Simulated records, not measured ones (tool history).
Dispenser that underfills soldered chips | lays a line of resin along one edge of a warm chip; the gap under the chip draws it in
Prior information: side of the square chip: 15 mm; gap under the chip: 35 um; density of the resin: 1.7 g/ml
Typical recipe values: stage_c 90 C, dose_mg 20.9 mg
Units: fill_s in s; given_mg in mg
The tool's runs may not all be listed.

run  hour  stage_c  dose_mg  fill_s  given_mg
  1     0       90     20.9   452.6     19.74
      2.4  -- dispensing valve cleaned and set on the balance
      4.9  -- new syringe of resin
  2   5.8       90     20.9   360.5     20.89
  3   9.6       90     20.9   479.8     20.95
     12.9  -- new syringe of resin
  4  12.9       90     20.9   345.3     20.85
  5  15.3       90     20.9   413.1     20.82
  6  18.9       90     20.9   522.8     20.93
     20.9  -- new syringe of resin
  7  23.2       90     20.9   397.1      20.9
  8  27.6       90     20.9   532.1     20.82
     29.1  -- new syringe of resin
  9    32       90     20.9   417.4     20.69
 10  34.2       90     20.9   473.4     20.71
     37.5  -- new syringe of resin
 11  39.3       88     20.9   405.9     20.82
 12  41.7      105     20.9   277.8     20.81
 13  44.2      105     20.9   331.3     20.61
     45.6  -- new syringe of resin
 14  48.9       99     20.9   315.3     20.71
 15  51.7       99     20.9   384.4     20.62
     53.7  -- new syringe of resin
 16    55       95     21.6   312.5     21.42
 17    58       95     21.6     387     21.35

Run 18 is up next; what results do you expect?
       62  -- new syringe of resin
 18  62.3       95     21.6       ?         ?

fill_s: 290.9 s
given_mg: 21.31 mg
Take away the tool's hidden state, keep the run-to-run variation as it was, and the same run would have given fill_s 284.7 s, given_mg 21.62 mg.
